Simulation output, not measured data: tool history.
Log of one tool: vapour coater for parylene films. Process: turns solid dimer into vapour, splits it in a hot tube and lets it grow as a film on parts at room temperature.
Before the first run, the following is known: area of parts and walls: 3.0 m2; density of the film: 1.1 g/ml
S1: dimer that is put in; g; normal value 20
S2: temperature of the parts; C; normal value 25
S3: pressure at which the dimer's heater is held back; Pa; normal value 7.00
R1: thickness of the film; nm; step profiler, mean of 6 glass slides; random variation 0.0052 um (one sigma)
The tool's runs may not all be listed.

run,hour,S1,S2,S3,R1
1,0.0,20,25,7.00,2747
2,14.7,20,25,6.29,2768
3,32.2,20,31,7.00,2422
4,55.0,16,25,7.00,2198
5,74.3,20,31,7.00,2417
6,88.8,20,25,7.00,2745
7,104.6,20,25,7.00,2750
8,115.9,20,25,7.00,2738
9,129.2,20,25,7.00,2745
10,152.6,20,31,7.00,2424
# hour 166.6: trap's valve overhauled
11,175.5,20,31,7.00,2418
12,189.0,20,31,7.00,2416
13,205.2,20,31,7.00,2424
14,217.4,20,25,7.00,2745
15,241.1,20,25,7.00,2743
16,258.0,20,25,7.00,2743
17,278.2,20,18,7.49,3169
18,300.7,8,26,7.49,1070
19,312.2,20,31,7.00,2420
20,334.9,15,29,2.46,2047
21,345.4,13,20,4.44,2059
22,355.9,9,25,7.00,1234
23,369.5,20,25,2.66,2958
24,391.9,20,25,2.66,2960
25,405.0,19,35,2.20,2313
26,415.4,25,30,3.40,3266
27,435.4,25,30,8.84,3037
28,455.2,17,30,11.28,2029
29,465.7,17,30,11.28,2023
30,486.1,30,27,4.66,4073
31,506.1,11,32,2.02,1440
32,523.3,11,32,2.02,1436

Predict each of these 5 candidate next runs independently; none follows another, all start after run 32:
A,536.2,17,25,7.00,?
B,536.2,20,36,7.00,?
C,536.2,18,17,7.00,?
D,536.2,34,32,2.02,?
E,536.2,10,23,4.47,?

run,R1
A,2331
B,2175
C,2919
D,4419
E,1483
Without the tool's unlogged condition, the same runs would have read:
run,R1
A,2332
B,2175
C,2920
D,4420
E,1483
